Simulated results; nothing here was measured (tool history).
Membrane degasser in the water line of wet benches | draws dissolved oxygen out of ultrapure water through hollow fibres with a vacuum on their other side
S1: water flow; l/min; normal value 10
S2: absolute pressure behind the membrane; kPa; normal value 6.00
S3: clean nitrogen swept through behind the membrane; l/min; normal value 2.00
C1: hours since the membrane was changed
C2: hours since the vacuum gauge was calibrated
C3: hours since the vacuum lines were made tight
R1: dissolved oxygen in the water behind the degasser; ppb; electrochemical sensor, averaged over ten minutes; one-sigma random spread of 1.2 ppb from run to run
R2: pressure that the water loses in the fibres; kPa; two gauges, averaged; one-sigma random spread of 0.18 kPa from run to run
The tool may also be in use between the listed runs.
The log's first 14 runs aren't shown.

| run | hour | S1 | S2 | S3 | C1 | C2 | C3 | R1 | R2 |
|---|---|---|---|---|---|---|---|---|---|
| 15 | 2426.1 | 10 | 6.00 | 0.85 | 12242 | 5283 | 4542 | 156.5 | 32.25 |
| 16 | 2674.5 | 10 | 6.00 | 2.00 | 12491 | 5531 | 4790 | 114.9 | 32.60 |
| 17 | 2869.3 | 10 | 6.44 | 1.41 | 12686 | 5726 | 4985 | 138.9 | 32.47 |
| 18 | 3019.4 | 7 | 6.44 | 1.24 | 12836 | 5876 | 5135 | 69.5 | 22.50 |
|  | 3106.4 | vacuum gauge calibrated |
| 19 | 3153.5 | 16 | 8.15 | 2.00 | 12969 | 47 | 5269 | 353.1 | 51.68 |
| 20 | 3324.0 | 10 | 6.00 | 1.09 | 13140 | 218 | 5439 | 143.1 | 32.29 |
|  | 3536.1 | gauge calibrated |
| 21 | 3575.2 | 9 | 6.00 | 2.00 | 13391 | 469 | 5691 | 90.9 | 29.68 |
| 22 | 3707.8 | 10 | 7.38 | 2.29 | 13524 | 601 | 5823 | 127.8 | 32.98 |
| 23 | 3838.4 | 10 | 10.14 | 2.10 | 13654 | 732 | 5954 | 160.1 | 33.11 |
| 24 | 4051.6 | 10 | 10.14 | 2.10 | 13868 | 945 | 6167 | 158.2 | 32.87 |
| 25 | 4190.6 | 9 | 6.00 | 2.00 | 14007 | 1084 | 6306 | 90.1 | 29.77 |
| 26 | 4307.0 | 9 | 6.00 | 2.00 | 14123 | 1201 | 6422 | 91.3 | 29.51 |
| 27 | 4431.5 | 9 | 6.00 | 2.00 | 14247 | 1325 | 6547 | 88.0 | 29.56 |
| 28 | 4566.8 | 9 | 4.40 | 2.00 | 14383 | 1460 | 6682 | 72.9 | 29.73 |
| 29 | 4727.7 | 6 | 7.62 | 0.91 | 14544 | 1621 | 6843 | 85.7 | 19.68 |
| 30 | 4980.7 | 14 | 4.07 | 1.70 | 14797 | 1874 | 7096 | 219.4 | 45.87 |
| 31 | 5180.4 | 14 | 4.07 | 1.70 | 14996 | 2074 | 7296 | 209.1 | 46.12 |

Predict each of these 5 candidate next runs independently; none follows another, all start after run 31:
| A | 5421.9 | 10 | 3.98 | 4.64 | 15238 | 2316 | 7537 | ? | ? |
| B | 5421.9 | 15 | 8.22 | 2.63 | 15238 | 2316 | 7537 | ? | ? |
| C | 5421.9 | 14 | 4.19 | 1.22 | 15238 | 2316 | 7537 | ? | ? |
| D | 5421.9 | 12 | 11.24 | 2.47 | 15238 | 2316 | 7537 | ? | ? |
| E | 5421.9 | 9 | 9.34 | 1.70 | 15238 | 2316 | 7537 | ? | ? |

| run | R1 | R2 |
|---|---|---|
| A | 84.1 | 32.63 |
| B | 295.0 | 48.74 |
| C | 225.8 | 45.91 |
| D | 229.1 | 39.24 |
| E | 136.9 | 29.58 |
Had the tool no hidden state, the same runs would have come out as:
| run | R1 | R2 |
|---|---|---|
| A | 83.8 | 33.10 |
| B | 294.3 | 49.44 |
| C | 225.2 | 46.56 |
| D | 228.7 | 39.80 |
| E | 136.6 | 30.00 |

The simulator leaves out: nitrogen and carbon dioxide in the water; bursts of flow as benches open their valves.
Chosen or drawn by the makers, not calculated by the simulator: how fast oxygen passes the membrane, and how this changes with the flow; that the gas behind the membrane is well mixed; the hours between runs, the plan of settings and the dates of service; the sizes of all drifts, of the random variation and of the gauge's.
